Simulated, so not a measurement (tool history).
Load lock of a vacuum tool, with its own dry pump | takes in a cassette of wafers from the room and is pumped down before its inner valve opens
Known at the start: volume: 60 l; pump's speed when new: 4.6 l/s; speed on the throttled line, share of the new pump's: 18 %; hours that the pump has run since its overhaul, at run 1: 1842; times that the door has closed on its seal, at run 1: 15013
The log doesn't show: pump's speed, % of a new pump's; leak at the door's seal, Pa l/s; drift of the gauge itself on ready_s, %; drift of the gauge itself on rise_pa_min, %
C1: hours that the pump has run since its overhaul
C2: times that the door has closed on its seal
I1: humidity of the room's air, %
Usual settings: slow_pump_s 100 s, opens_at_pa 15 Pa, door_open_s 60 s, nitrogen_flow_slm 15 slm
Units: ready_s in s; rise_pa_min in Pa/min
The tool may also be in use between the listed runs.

{"run": 1, "hour": 0.0, "slow_pump_s": 100, "opens_at_pa": 15, "door_open_s": 60, "nitrogen_flow_slm": 15, "C1": 1842, "C2": 15013, "I1": 46.2, "ready_s": 198.3, "rise_pa_min": 0.055}
{"run": 2, "hour": 437.8, "slow_pump_s": 100, "opens_at_pa": 15, "door_open_s": 60, "nitrogen_flow_slm": 15, "C1": 2279, "C2": 16505, "I1": 50.6, "ready_s": 197.1, "rise_pa_min": 0.065}
{"run": 3, "hour": 1132.4, "slow_pump_s": 100, "opens_at_pa": 15, "door_open_s": 60, "nitrogen_flow_slm": 15, "C1": 2974, "C2": 18873, "I1": 45.8, "ready_s": 198.5, "rise_pa_min": 0.056}
{"run": 4, "hour": 1588.7, "slow_pump_s": 100, "opens_at_pa": 22, "door_open_s": 60, "nitrogen_flow_slm": 15, "C1": 3430, "C2": 20428, "I1": 43.7, "ready_s": 191.2, "rise_pa_min": 0.054}
{"hour": 1637.0, "done": "door's seal changed, seat wiped"}
{"run": 5, "hour": 2174.3, "slow_pump_s": 100, "opens_at_pa": 22, "door_open_s": 60, "nitrogen_flow_slm": 15, "C1": 4014, "C2": 1831, "I1": 44.8, "ready_s": 192, "rise_pa_min": 0.05}
{"run": 6, "hour": 2632.2, "slow_pump_s": 100, "opens_at_pa": 22, "door_open_s": 60, "nitrogen_flow_slm": 8, "C1": 4472, "C2": 3392, "I1": 46.2, "ready_s": 193.9, "rise_pa_min": 0.066}
{"run": 7, "hour": 3196.8, "slow_pump_s": 100, "opens_at_pa": 22, "door_open_s": 60, "nitrogen_flow_slm": 8, "C1": 5037, "C2": 5317, "I1": 43, "ready_s": 192, "rise_pa_min": 0.06}
{"run": 8, "hour": 3524.1, "slow_pump_s": 100, "opens_at_pa": 22, "door_open_s": 60, "nitrogen_flow_slm": 8, "C1": 5364, "C2": 6433, "I1": 42.2, "ready_s": 191.7, "rise_pa_min": 0.058}
{"run": 9, "hour": 3844.7, "slow_pump_s": 100, "opens_at_pa": 22, "door_open_s": 60, "nitrogen_flow_slm": 8, "C1": 5685, "C2": 7525, "I1": 46, "ready_s": 191.2, "rise_pa_min": 0.063}
{"run": 10, "hour": 4555.7, "slow_pump_s": 100, "opens_at_pa": 22, "door_open_s": 68, "nitrogen_flow_slm": 8, "C1": 6396, "C2": 9949, "I1": 46.1, "ready_s": 191.6, "rise_pa_min": 0.07}
{"run": 11, "hour": 5068.6, "slow_pump_s": 81, "opens_at_pa": 15, "door_open_s": 60, "nitrogen_flow_slm": 15, "C1": 6909, "C2": 11698, "I1": 47.4, "ready_s": 182.8, "rise_pa_min": 0.057}
{"run": 12, "hour": 5647.5, "slow_pump_s": 83, "opens_at_pa": 12, "door_open_s": 34, "nitrogen_flow_slm": 5, "C1": 7488, "C2": 13671, "I1": 47.2, "ready_s": 185, "rise_pa_min": 0.06}
{"run": 13, "hour": 6331.4, "slow_pump_s": 68, "opens_at_pa": 15, "door_open_s": 60, "nitrogen_flow_slm": 31, "C1": 8171, "C2": 16002, "I1": 43.5, "ready_s": 171.5, "rise_pa_min": 0.043}
{"run": 14, "hour": 6912.7, "slow_pump_s": 167, "opens_at_pa": 15, "door_open_s": 60, "nitrogen_flow_slm": 6, "C1": 8753, "C2": 17984, "I1": 45, "ready_s": 251.5, "rise_pa_min": 0.065}
{"run": 15, "hour": 7592.6, "slow_pump_s": 61, "opens_at_pa": 15, "door_open_s": 161, "nitrogen_flow_slm": 37, "C1": 9433, "C2": 20302, "I1": 43.7, "ready_s": 165.7, "rise_pa_min": 0.067}
{"hour": 7693.7, "done": "door's seal changed, seat wiped"}
{"run": 16, "hour": 8309.8, "slow_pump_s": 118, "opens_at_pa": 21, "door_open_s": 25, "nitrogen_flow_slm": 13, "C1": 10148, "C2": 2100, "I1": 44.3, "ready_s": 208.8, "rise_pa_min": 0.037}
{"run": 17, "hour": 8633.8, "slow_pump_s": 118, "opens_at_pa": 21, "door_open_s": 25, "nitrogen_flow_slm": 13, "C1": 10472, "C2": 3205, "I1": 47, "ready_s": 209.3, "rise_pa_min": 0.038}
{"run": 18, "hour": 9124.1, "slow_pump_s": 93, "opens_at_pa": 29, "door_open_s": 198, "nitrogen_flow_slm": 15, "C1": 10963, "C2": 4876, "I1": 39.3, "ready_s": 183.9, "rise_pa_min": 0.091}
{"run": 19, "hour": 9475.2, "slow_pump_s": 93, "opens_at_pa": 29, "door_open_s": 49, "nitrogen_flow_slm": 15, "C1": 11314, "C2": 6073, "I1": 41.5, "ready_s": 183.1, "rise_pa_min": 0.043}
{"run": 20, "hour": 9932.7, "slow_pump_s": 93, "opens_at_pa": 29, "door_open_s": 49, "nitrogen_flow_slm": 15, "C1": 11771, "C2": 7633, "I1": 43.3, "ready_s": 182.3, "rise_pa_min": 0.049}

How the hidden state differs across the entries between the runs, from the last listed run before each to the first after it:
Between runs 4 and 5: door's seal changed, seat wiped (hour 1637)
  leak at the door's seal, Pa l/s: 0.0037 -> 0.0021
Between runs 15 and 16: door's seal changed, seat wiped (hour 7693.7)
  leak at the door's seal, Pa l/s: 0.0037 -> 0.0021
